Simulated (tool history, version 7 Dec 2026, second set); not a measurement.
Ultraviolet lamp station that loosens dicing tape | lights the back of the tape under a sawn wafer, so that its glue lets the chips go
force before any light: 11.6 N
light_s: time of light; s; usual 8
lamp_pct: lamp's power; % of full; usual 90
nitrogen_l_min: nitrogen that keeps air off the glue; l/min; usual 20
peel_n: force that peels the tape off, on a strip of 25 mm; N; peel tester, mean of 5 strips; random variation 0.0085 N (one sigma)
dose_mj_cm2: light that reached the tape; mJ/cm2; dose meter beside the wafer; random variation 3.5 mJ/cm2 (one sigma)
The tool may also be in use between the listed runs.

run	hour	light_s	lamp_pct	nitrogen_l_min	peel_n	dose_mj_cm2
1	0.0	8	90	20	0.569	462
2	60.6	8	90	20	0.592	454
3	111.4	8	90	20	0.610	444
4	145.0	5	90	20	1.750	279
5	188.6	5	90	20	1.820	272
6	235.1	5	90	20	1.815	273
7	264.7	8	90	20	0.700	423
8	320.1	8	90	20	0.755	417
9	377.9	8	90	20	0.789	406
10	444.5	13	90	20	0.215	737
11	509.5	13	90	20	0.212	719
12	547.1	13	90	20	0.221	705
13	584.3	13	90	20	0.231	703
14	641.1	13	90	20	0.239	688
15	684.1	11	89	20	0.346	568
16	724.8	6	81	6	2.655	277
17	773.4	6	83	25	1.580	277
18	810.2	6	92	6	2.282	302
19	867.0	6	92	6	2.431	301
20	912.4	6	92	6	2.479	289
21	943.6	6	74	6	3.480	234
22	1014.8	5	72	23	1.932	252
23	1048.5	8	61	23	1.080	338
24	1078.8	8	61	23	1.115	334
25	1138.0	13	95	13	0.196	834
26	1207.1	13	95	13	0.208	821

Taken out of this log: 2 entries between the listed runs. Where each belongs, and how the hidden state differs across it:
Between runs 9 and 10: window cleaned of glue's vapour (hour 434.4)
  lamp's light, % of a new lamp's: 80.4 -> 79.4; light that the window lets through, % of a clean one's: 88.7 -> 99.8
  measured less the result without the state, peel_n: +0.442 -> +0.047 N; dose_mj_cm2: -162 -> -192 mJ/cm2
Between runs 21 and 22: lamp changed (hour 974.9)
  lamp's light, % of a new lamp's: 72.1 -> 97.6; light that the window lets through, % of a clean one's: 92 -> 91
  measured less the result without the state, peel_n: +1.579 -> +0.372 N; dose_mj_cm2: -118 -> -31 mJ/cm2

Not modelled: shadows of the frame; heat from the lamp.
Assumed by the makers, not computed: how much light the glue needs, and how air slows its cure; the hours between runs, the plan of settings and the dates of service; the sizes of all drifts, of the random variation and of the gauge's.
